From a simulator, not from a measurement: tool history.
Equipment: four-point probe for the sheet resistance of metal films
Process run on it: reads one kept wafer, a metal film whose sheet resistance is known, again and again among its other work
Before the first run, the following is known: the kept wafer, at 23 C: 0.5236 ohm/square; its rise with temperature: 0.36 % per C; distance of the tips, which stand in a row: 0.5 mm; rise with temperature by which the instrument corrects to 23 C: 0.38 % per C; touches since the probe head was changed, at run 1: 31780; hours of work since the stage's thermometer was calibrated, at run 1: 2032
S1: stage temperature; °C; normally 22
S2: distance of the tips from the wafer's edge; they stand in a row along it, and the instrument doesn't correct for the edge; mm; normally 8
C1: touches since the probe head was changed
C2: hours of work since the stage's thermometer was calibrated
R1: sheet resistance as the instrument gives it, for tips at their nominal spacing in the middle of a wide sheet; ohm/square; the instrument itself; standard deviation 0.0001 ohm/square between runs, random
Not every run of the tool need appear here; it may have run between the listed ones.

Run 1, hour 0.0: usual settings; C1 31780; C2 2032. Result: R1 0.524897 ohm/square.
Run 2, hour 23.9: usual settings; C1 32536; C2 2047. Result: R1 0.524900 ohm/square.
Run 3, hour 48.1: usual settings but S2 3 mm; C1 33302; C2 2062. Result: R1 0.531519 ohm/square.
Run 4, hour 62.7: usual settings but S2 3 mm; C1 33763; C2 2071. Result: R1 0.531598 ohm/square.
Run 5, hour 77.7: usual settings; C1 34238; C2 2080. Result: R1 0.525025 ohm/square.
Run 6, hour 94.4: usual settings but S2 13 mm; C1 34766; C2 2090. Result: R1 0.524116 ohm/square.
Run 7, hour 111.5: usual settings but S2 13 mm; C1 35308; C2 2101. Result: R1 0.524130 ohm/square.
Run 8, hour 122.5: usual settings but S2 13 mm; C1 35655; C2 2108. Result: R1 0.524129 ohm/square.
Run 9, hour 142.1: usual settings but S1 24 °C; C1 36276; C2 2120. Result: R1 0.524670 ohm/square.
Run 10, hour 160.0: usual settings; C1 36841; C2 2131. Result: R1 0.524868 ohm/square.
Run 11, hour 184.6: usual settings; C1 37621; C2 2146. Result: R1 0.524777 ohm/square.
Run 12, hour 205.9: usual settings; C1 38295; C2 2159. Result: R1 0.524789 ohm/square.
Run 13, hour 225.8: usual settings but S2 67 mm; C1 38922; C2 2171. Result: R1 0.523917 ohm/square.
Run 14, hour 245.2: usual settings but S1 32 °C, S2 3 mm; C1 39535; C2 2183. Result: R1 0.530584 ohm/square.
Run 15, hour 263.4: usual settings but S1 24 °C, S2 5 mm; C1 40112; C2 2194. Result: R1 0.526541 ohm/square.
At hour 286.8: stage's thermometer calibrated.
Run 16, hour 287.0: usual settings but S2 15 mm; C1 40844; C2 0. Result: R1 0.524153 ohm/square.
Run 17, hour 299.3: usual settings but S1 30 °C, S2 62 mm; C1 41231; C2 8. Result: R1 0.523089 ohm/square.
Run 18, hour 309.6: usual settings but S1 28 °C, S2 6 mm; C1 41558; C2 14. Result: R1 0.524992 ohm/square.
Run 19, hour 321.8: usual settings but S1 28 °C, S2 6 mm; C1 41944; C2 21. Result: R1 0.524903 ohm/square.
Run 20, hour 344.2: usual settings but S1 23 °C, S2 14 mm; C1 42653; C2 35. Result: R1 0.523966 ohm/square.
Run 21, hour 368.2: usual settings but S1 24 °C, S2 10 mm; C1 43413; C2 50. Result: R1 0.524217 ohm/square.
Run 22, hour 385.8: usual settings but S1 23 °C, S2 6 mm; C1 43971; C2 61. Result: R1 0.525713 ohm/square.
Run 23, hour 407.4: usual settings but S1 18 °C, S2 5 mm; C1 44652; C2 74. Result: R1 0.526893 ohm/square.
Run 24, hour 432.5: usual settings but S1 25 °C, S2 47 mm; C1 45447; C2 89. Result: R1 0.523374 ohm/square.
Run 25, hour 452.9: usual settings but S1 25 °C, S2 47 mm; C1 46093; C2 102. Result: R1 0.523361 ohm/square.

Predict each of these 3 candidate next runs independently; none follows another, all start after run 25:
Run A, hour 464.2: usual settings but S1 24 °C, S2 54 mm; C1 46448; C2 109. Result: R1 ?.
Run B, hour 464.2: usual settings but S1 18 °C, S2 11 mm; C1 46448; C2 109. Result: R1 ?.
Run C, hour 464.2: usual settings but S1 24 °C, S2 47 mm; C1 46448; C2 109. Result: R1 ?.

run        R1
  A  0.523552
  B  0.524688
  C  0.523566
Take away the tool's hidden state, keep each run's random variation, and the runs would have read:
run        R1
  A  0.523507
  B  0.524642
  C  0.523520

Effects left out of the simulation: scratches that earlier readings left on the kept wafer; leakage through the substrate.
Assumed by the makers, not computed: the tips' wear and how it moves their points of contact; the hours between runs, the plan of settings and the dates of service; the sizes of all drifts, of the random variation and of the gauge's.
